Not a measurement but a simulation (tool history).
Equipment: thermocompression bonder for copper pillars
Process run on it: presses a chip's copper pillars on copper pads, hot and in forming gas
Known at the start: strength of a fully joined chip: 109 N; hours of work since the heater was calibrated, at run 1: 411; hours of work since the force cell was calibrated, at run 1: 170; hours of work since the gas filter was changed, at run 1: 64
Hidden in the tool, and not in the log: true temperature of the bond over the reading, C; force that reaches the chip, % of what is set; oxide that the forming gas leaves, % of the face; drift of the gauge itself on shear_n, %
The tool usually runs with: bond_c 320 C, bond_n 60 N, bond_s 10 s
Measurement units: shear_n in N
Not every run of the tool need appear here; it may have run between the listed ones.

run	hour	bond_c	bond_n	bond_s	hours of work since the heater was calibrated	hours of work since the force cell was calibrated	hours of work since the gas filter was changed	shear_n
1	0	320	60	10	411	170	64	80.2
2	8.6	320	60	10	415	174	68	81.2
3	19.8	320	61	10	419	179	72	81.1
4	27.5	339	61	10	423	182	76	91.3
5	35.7	320	60	10	426	186	79	81.5
6	48	320	60	10	431	191	84	81.1
7	59.6	320	60	10	436	196	89	79.8
8	68.2	320	60	8	440	199	93	77.2
9	79.4	320	69	10	445	204	98	87.5
10	86.5	320	69	26	448	207	101	101.5
11	98.8	320	60	10	453	212	106	80.6
12	108.8	320	60	10	457	217	110	81.1
13	116	320	60	10	460	220	113	81.3
14	125.5	320	60	10	464	224	117	81.1
15	133	320	60	10	467	227	121	80.9
# hour 135.6: heater calibrated with a thermocouple chip
16	144	320	60	10	4	231	124	82.5
17	153.6	320	61	7	8	235	128	76.7
18	159.8	328	46	9	10	238	131	70.4
# hour 166.6: heater calibrated with a thermocouple chip, once more
19	171.1	310	44	10	2	241	135	56.6
20	180.9	310	44	10	6	246	139	56
21	193.1	320	38	10	11	251	144	54.5
22	203.5	295	69	10	16	255	149	71.4
23	215.2	312	43	15	21	260	154	63.4
24	224.7	314	78	10	25	264	158	88.1
25	231.3	314	78	10	27	267	161	88.8
26	241.7	306	78	12	32	272	165	87.1
27	249.5	317	78	15	35	275	168	95.1
28	259.5	317	78	15	39	279	173	94.5

Below are 3 alternative next runs, each starting from the tool's condition after run 28. Predict each:
A	268.8	293	85	5	43	283	177	?
B	268.8	317	78	28	43	283	177	?
C	268.8	297	79	10	43	283	177	?

run	shear_n
A	67.8
B	99.6
C	78
Without the tool's hidden state the same runs would have given:
run	shear_n
A	71.1
B	103.3
C	81.6
